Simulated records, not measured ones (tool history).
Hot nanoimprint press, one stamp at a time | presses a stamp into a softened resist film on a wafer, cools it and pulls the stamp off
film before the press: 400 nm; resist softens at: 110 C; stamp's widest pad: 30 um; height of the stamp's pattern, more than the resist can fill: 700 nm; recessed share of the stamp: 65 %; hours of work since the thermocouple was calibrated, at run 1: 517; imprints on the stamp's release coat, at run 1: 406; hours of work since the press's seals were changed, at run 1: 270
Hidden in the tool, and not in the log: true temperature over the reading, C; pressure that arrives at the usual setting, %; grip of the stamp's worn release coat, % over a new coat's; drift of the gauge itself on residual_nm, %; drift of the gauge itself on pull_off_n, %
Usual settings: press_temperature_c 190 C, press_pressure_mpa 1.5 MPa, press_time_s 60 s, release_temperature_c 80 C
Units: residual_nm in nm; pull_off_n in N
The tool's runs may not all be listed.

run   hour  press_temperature_c  press_pressure_mpa  press_time_s  release_temperature_c  hours of work since the thermocouple was calibrated  imprints on the stamp's release coat  hours of work since the press's seals were changed  residual_nm  pull_off_n
  1      0                  190                 1.5            60                     80                                                  517                                   406                                                 270        221.1         138
  2   13.8                  190                 1.5            60                     80                                                  528                                   478                                                 281        222.7         134
  3   39.3                  190                 1.5            60                     80                                                  548                                   611                                                 301        223.6         136
  4   53.8                  190                 1.5            60                     80                                                  559                                   686                                                 313        222.3         129
  5   75.9                  190                 1.5            60                     80                                                  577                                   801                                                 330        220.5         139
      97.7  -- plate thermocouple calibrated
  6  101.4                  190                 1.5            60                     80                                                    3                                   918                                                 348        222.5         138
  7  112.6                  190                 1.5            60                     80                                                   12                                   976                                                 357        221.4         140
  8  137.7                  190                 1.5            60                     80                                                   32                                  1107                                                 377        220.8         137
  9  157.1                  197                 1.4            60                     74                                                   47                                  1208                                                 393        189.7         152
 10    176                  185                 1.4            60                     74                                                   62                                  1306                                                 408        259.8         153
 11  194.1                  191                1.03           101                     74                                                   77                                  1400                                                 422        217.2         154
 12  211.8                  191                1.03           101                     74                                                   91                                  1493                                                 436        218.4         154

The next listed run, before its measurement:
 13  222.4                  191                1.03           101                     74                                                   99                                  1547                                                 445            ?           ?

Run 13 gave residual_nm 215.8 nm, pull_off_n 154 N.
Without the tool's hidden state the same run would have given residual_nm 215.7 nm, pull_off_n 154 N.

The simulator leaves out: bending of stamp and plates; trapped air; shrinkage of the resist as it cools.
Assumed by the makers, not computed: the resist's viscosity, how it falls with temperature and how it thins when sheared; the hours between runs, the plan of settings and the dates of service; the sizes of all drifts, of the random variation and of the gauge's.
